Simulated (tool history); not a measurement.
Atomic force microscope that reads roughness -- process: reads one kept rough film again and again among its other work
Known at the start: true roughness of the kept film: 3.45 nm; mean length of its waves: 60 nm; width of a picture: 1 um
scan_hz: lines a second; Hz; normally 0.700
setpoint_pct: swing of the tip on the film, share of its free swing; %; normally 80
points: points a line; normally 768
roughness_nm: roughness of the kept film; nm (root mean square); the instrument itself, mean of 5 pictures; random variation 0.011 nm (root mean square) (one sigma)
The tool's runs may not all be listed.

{"run": 1, "hour": 0.0, "scan_hz": 0.7, "setpoint_pct": 80, "points": 768, "roughness_nm": 3.203}
{"run": 2, "hour": 51.6, "scan_hz": 0.7, "setpoint_pct": 80, "points": 768, "roughness_nm": 3.152}
{"run": 3, "hour": 84.6, "scan_hz": 0.7, "setpoint_pct": 80, "points": 768, "roughness_nm": 3.137}
{"run": 4, "hour": 132.5, "scan_hz": 0.7, "setpoint_pct": 80, "points": 768, "roughness_nm": 3.09}
{"run": 5, "hour": 197.0, "scan_hz": 0.7, "setpoint_pct": 62, "points": 768, "roughness_nm": 3.292}
{"run": 6, "hour": 238.9, "scan_hz": 0.7, "setpoint_pct": 63, "points": 768, "roughness_nm": 3.253}
{"run": 7, "hour": 288.1, "scan_hz": 0.7, "setpoint_pct": 63, "points": 768, "roughness_nm": 3.198}
{"run": 8, "hour": 363.3, "scan_hz": 0.7, "setpoint_pct": 80, "points": 838, "roughness_nm": 3.095}
{"run": 9, "hour": 434.5, "scan_hz": 0.7, "setpoint_pct": 80, "points": 838, "roughness_nm": 3.174}
{"run": 10, "hour": 472.3, "scan_hz": 0.7, "setpoint_pct": 80, "points": 838, "roughness_nm": 3.16}
{"run": 11, "hour": 531.2, "scan_hz": 0.7, "setpoint_pct": 80, "points": 768, "roughness_nm": 3.091}
{"run": 12, "hour": 571.8, "scan_hz": 0.7, "setpoint_pct": 80, "points": 768, "roughness_nm": 3.074}
{"run": 13, "hour": 616.8, "scan_hz": 1.429, "setpoint_pct": 80, "points": 768, "roughness_nm": 3.106}
{"run": 14, "hour": 652.6, "scan_hz": 0.7, "setpoint_pct": 82, "points": 768, "roughness_nm": 3.148}
{"run": 15, "hour": 719.2, "scan_hz": 0.736, "setpoint_pct": 80, "points": 768, "roughness_nm": 3.114}
{"run": 16, "hour": 764.4, "scan_hz": 0.736, "setpoint_pct": 66, "points": 768, "roughness_nm": 3.149}
{"run": 17, "hour": 837.6, "scan_hz": 0.7, "setpoint_pct": 80, "points": 768, "roughness_nm": 3.193}
{"run": 18, "hour": 894.4, "scan_hz": 0.7, "setpoint_pct": 80, "points": 768, "roughness_nm": 3.144}
{"run": 19, "hour": 965.2, "scan_hz": 1.801, "setpoint_pct": 80, "points": 768, "roughness_nm": 2.926}
{"run": 20, "hour": 1040.5, "scan_hz": 1.801, "setpoint_pct": 80, "points": 768, "roughness_nm": 3.013}
{"run": 21, "hour": 1117.3, "scan_hz": 0.7, "setpoint_pct": 80, "points": 768, "roughness_nm": 3.149}
{"run": 22, "hour": 1168.5, "scan_hz": 0.7, "setpoint_pct": 80, "points": 350, "roughness_nm": 3.098}
{"run": 23, "hour": 1229.3, "scan_hz": 0.7, "setpoint_pct": 80, "points": 350, "roughness_nm": 3.192}
{"run": 24, "hour": 1270.2, "scan_hz": 0.515, "setpoint_pct": 80, "points": 711, "roughness_nm": 3.203}
{"run": 25, "hour": 1317.8, "scan_hz": 0.515, "setpoint_pct": 88, "points": 572, "roughness_nm": 3.133}
{"run": 26, "hour": 1358.4, "scan_hz": 0.515, "setpoint_pct": 88, "points": 572, "roughness_nm": 3.105}
{"run": 27, "hour": 1436.4, "scan_hz": 3.887, "setpoint_pct": 76, "points": 525, "roughness_nm": 2.835}
{"run": 28, "hour": 1476.5, "scan_hz": 0.776, "setpoint_pct": 83, "points": 985, "roughness_nm": 3.142}
{"run": 29, "hour": 1534.0, "scan_hz": 0.776, "setpoint_pct": 66, "points": 985, "roughness_nm": 3.166}
{"run": 30, "hour": 1611.2, "scan_hz": 1.073, "setpoint_pct": 66, "points": 985, "roughness_nm": 3.096}
{"run": 31, "hour": 1667.8, "scan_hz": 2.129, "setpoint_pct": 67, "points": 806, "roughness_nm": 3.126}
{"run": 32, "hour": 1702.6, "scan_hz": 0.7, "setpoint_pct": 57, "points": 768, "roughness_nm": 3.244}
{"run": 33, "hour": 1739.1, "scan_hz": 1.143, "setpoint_pct": 57, "points": 1007, "roughness_nm": 3.201}
{"run": 34, "hour": 1774.9, "scan_hz": 1.143, "setpoint_pct": 57, "points": 1007, "roughness_nm": 3.189}
{"run": 35, "hour": 1837.7, "scan_hz": 1.855, "setpoint_pct": 80, "points": 315, "roughness_nm": 3.062}
{"run": 36, "hour": 1899.5, "scan_hz": 0.786, "setpoint_pct": 80, "points": 516, "roughness_nm": 3.183}
{"run": 37, "hour": 1941.9, "scan_hz": 0.652, "setpoint_pct": 80, "points": 454, "roughness_nm": 3.178}
{"run": 38, "hour": 1990.0, "scan_hz": 0.7, "setpoint_pct": 86, "points": 333, "roughness_nm": 3.093}
{"run": 39, "hour": 2043.5, "scan_hz": 1.456, "setpoint_pct": 80, "points": 768, "roughness_nm": 3.134}
{"run": 40, "hour": 2118.1, "scan_hz": 1.456, "setpoint_pct": 87, "points": 768, "roughness_nm": 2.994}
{"run": 41, "hour": 2151.1, "scan_hz": 1.456, "setpoint_pct": 87, "points": 768, "roughness_nm": 2.961}
{"run": 42, "hour": 2184.4, "scan_hz": 1.456, "setpoint_pct": 87, "points": 768, "roughness_nm": 2.922}
{"run": 43, "hour": 2254.3, "scan_hz": 0.504, "setpoint_pct": 73, "points": 768, "roughness_nm": 3.311}
{"run": 44, "hour": 2322.4, "scan_hz": 0.508, "setpoint_pct": 61, "points": 735, "roughness_nm": 3.286}
{"run": 45, "hour": 2392.7, "scan_hz": 0.508, "setpoint_pct": 61, "points": 735, "roughness_nm": 3.232}

Taken out of this log: 12 entries between the listed runs. Where each belongs, and how the hidden state differs across it:
Run 4 -> run 5: new tip fitted (hour 160.0)
  radius of the tip, nm: 17.1 -> 7.5; height scale over the true one, %: -0.72 -> -0.75
  measured less the result without the state, roughness_nm: -0.162 -> -0.055 nm (root mean square)
Run 8 -> run 9: new tip fitted (hour 368.4)
  radius of the tip, nm: 18.8 -> 9.5; height scale over the true one, %: -0.83 -> -0.86
  measured less the result without the state, roughness_nm: -0.186 -> -0.082 nm (root mean square)
Run 12 -> run 13: new tip fitted (hour 578.7)
  radius of the tip, nm: 18.8 -> 7.5; height scale over the true one, %: -0.92 -> -0.94
  measured less the result without the state, roughness_nm: -0.188 -> -0.059 nm (root mean square)
Run 16 -> run 17: new tip fitted (hour 789.6)
  radius of the tip, nm: 17.4 -> 8.5; height scale over the true one, %: -1.01 -> -1.04
  measured less the result without the state, roughness_nm: -0.179 -> -0.076 nm (root mean square)
Run 19 -> run 20: new tip fitted (hour 998.8)
  radius of the tip, nm: 17.2 -> 7.8; height scale over the true one, %: -1.1 -> -1.13
  measured less the result without the state, roughness_nm: -0.166 -> -0.065 nm (root mean square)
Run 22 -> run 23: new tip fitted (hour 1207.7)
  radius of the tip, nm: 16 -> 6.5; height scale over the true one, %: -1.19 -> -1.22
  measured less the result without the state, roughness_nm: -0.165 -> -0.058 nm (root mean square)
Run 26 -> run 27: new tip fitted (hour 1414.2)
  radius of the tip, nm: 15 -> 6.9; height scale over the true one, %: -1.27 -> -1.31
  measured less the result without the state, roughness_nm: -0.156 -> -0.058 nm (root mean square)
Run 30 -> run 31: new tip fitted (hour 1624.5)
  radius of the tip, nm: 18.2 -> 8; height scale over the true one, %: -1.39 -> -1.41
  measured less the result without the state, roughness_nm: -0.197 -> -0.080 nm (root mean square)
Run 33 -> run 34: height scale calibrated on a step standard (hour 1750.5)
  radius of the tip, nm: 12.6 -> 14.9; height scale over the true one, %: -1.45 -> -0.12
  measured less the result without the state, roughness_nm: -0.138 -> -0.121 nm (root mean square)
Run 34 -> run 35: new tip fitted (hour 1835.9)
  radius of the tip, nm: 14.9 -> 5.7; height scale over the true one, %: -0.12 -> -0.15
  measured less the result without the state, roughness_nm: -0.121 -> -0.013 nm (root mean square)
Run 38 -> run 39: new tip fitted (hour 2043.5)
  radius of the tip, nm: 15.9 -> 5.2; height scale over the true one, %: -0.22 -> -0.24
  measured less the result without the state, roughness_nm: -0.132 -> -0.011 nm (root mean square)
Run 42 -> run 43: new tip fitted (hour 2253.3)
  radius of the tip, nm: 14.7 -> 5.1; height scale over the true one, %: -0.31 -> -0.34
  measured less the result without the state, roughness_nm: -0.115 -> -0.013 nm (root mean square)
